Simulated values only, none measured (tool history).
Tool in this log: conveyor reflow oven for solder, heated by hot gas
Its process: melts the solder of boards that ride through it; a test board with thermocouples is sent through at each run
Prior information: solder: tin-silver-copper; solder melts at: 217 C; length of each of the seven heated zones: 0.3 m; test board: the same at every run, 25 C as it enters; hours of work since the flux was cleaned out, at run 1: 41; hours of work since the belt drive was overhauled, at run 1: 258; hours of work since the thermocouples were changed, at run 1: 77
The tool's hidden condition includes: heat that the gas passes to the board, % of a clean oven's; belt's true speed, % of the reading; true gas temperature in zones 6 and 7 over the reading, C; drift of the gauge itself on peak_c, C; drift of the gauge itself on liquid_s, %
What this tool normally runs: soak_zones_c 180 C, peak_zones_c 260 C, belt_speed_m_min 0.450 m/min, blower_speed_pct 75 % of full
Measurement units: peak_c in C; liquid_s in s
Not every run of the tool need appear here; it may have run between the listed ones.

run,hour,soak_zones_c,peak_zones_c,belt_speed_m_min,blower_speed_pct,hours of work since the flux was cleaned out,hours of work since the belt drive was overhauled,hours of work since the thermocouples were changed,peak_c,liquid_s
1,0.0,180,260,0.450,75,41,258,77,249.0,61.1
2,10.5,165,260,0.450,75,47,263,82,246.9,53.2
3,22.4,165,260,0.450,75,53,269,88,247.1,53.7
4,39.0,165,260,0.450,75,61,278,96,246.8,53.4
5,46.5,180,260,0.450,75,65,282,100,249.3,60.9
6,61.5,189,260,0.450,75,72,289,108,250.2,66.5
7,76.0,189,260,0.450,75,80,296,115,250.4,66.3
8,87.3,180,270,0.450,75,85,302,121,257.9,66.0
9,94.2,180,270,0.403,75,89,306,124,260.5,76.8
10,108.2,180,270,0.403,75,96,313,131,260.3,76.1
11,123.9,180,260,0.450,75,104,320,139,249.1,61.4
12,136.5,180,260,0.490,75,110,327,146,246.7,54.1
13,145.6,180,249,0.490,75,115,331,150,237.7,45.1
14,158.0,180,249,0.490,75,121,338,156,237.1,44.7
15,174.3,180,249,0.490,75,129,346,165,237.7,45.5
16,191.1,180,249,0.490,75,138,354,173,237.5,44.6
17,207.4,180,249,0.508,63,146,363,181,233.9,37.3
18,219.9,180,249,0.508,63,152,369,188,233.8,36.7
19,227.8,180,273,0.450,75,156,373,192,260.8,68.2
20,238.9,180,273,0.450,86,162,378,197,262.8,69.2
21,247.3,180,273,0.450,86,166,383,201,262.6,69.7
22,259.2,180,261,0.450,86,172,389,207,251.5,63.3
23,266.8,180,260,0.450,59,176,392,211,245.9,56.2
24,280.8,180,267,0.450,59,183,399,218,251.4,61.6
25,292.0,166,252,0.434,56,188,405,224,236.0,42.3

What will run 26 give?
26,302.0,166,270,0.434,63,193,410,229,?,?

{"run 26": {"peak_c": 254.0, "liquid_s": 60.9}}
Were there no unlogged condition in the tool, this run, its random variation unchanged, would have produced peak_c 254.0 C, liquid_s 61.0 s.
